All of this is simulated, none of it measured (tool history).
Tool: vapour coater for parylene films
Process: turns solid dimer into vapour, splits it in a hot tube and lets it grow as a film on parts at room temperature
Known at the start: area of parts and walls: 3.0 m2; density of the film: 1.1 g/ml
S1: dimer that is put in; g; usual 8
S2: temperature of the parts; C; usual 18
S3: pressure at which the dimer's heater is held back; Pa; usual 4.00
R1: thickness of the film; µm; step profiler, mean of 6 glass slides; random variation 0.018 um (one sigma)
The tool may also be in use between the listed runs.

run   hour  S1  S2     S3    R1
  1    0.0   8  18   4.00  1.87
  2   27.2   8  18   4.00  1.88
  3   43.0   8  18   4.00  1.83
  4   57.6   8  18   4.00  1.83
  5   80.8   8  18   4.00  1.85
  6  112.9   8  18   4.00  1.86
  7  126.6   8  18   4.00  1.82
  8  152.5   4  18   4.00  0.92
     179.9  -- trap's valve overhauled
  9  187.9   8  18   4.00  1.83
 10  213.0   8  18   4.00  1.86
 11  231.1   8  18   4.00  1.83
 12  248.7   8  18   4.00  1.83
 13  266.4   8  28   4.83  1.42
 14  283.5   4  11  11.17  0.99
 15  311.7   8  28   4.00  1.47
 16  337.4   8  10  10.13  2.01
 17  363.3   4  12   3.47  1.10
 18  393.7   8  11  10.37  1.97
 19  425.2   8  11  10.37  1.96
 20  451.3   9  29   2.00  1.75
 21  481.9   9  12   7.60  2.26
 22  502.4  10  12   7.86  2.45
 23  523.9   8  14   9.49  1.85
 24  554.5   8  14   9.49  1.84

4 ways to go on from here, each from the tool as it stands after run 24. What would each give?
  A  577.5   8  20  9.49   ?
  B  577.5   5  18  4.00   ?
  C  577.5   3  24  7.29   ?
  D  577.5   5  18  2.41   ?

run    R1
  A  1.58
  B  1.15
  C  0.56
  D  1.20
Without the tool's hidden state the same runs would have given:
run    R1
  A  1.58
  B  1.16
  C  0.56
  D  1.21

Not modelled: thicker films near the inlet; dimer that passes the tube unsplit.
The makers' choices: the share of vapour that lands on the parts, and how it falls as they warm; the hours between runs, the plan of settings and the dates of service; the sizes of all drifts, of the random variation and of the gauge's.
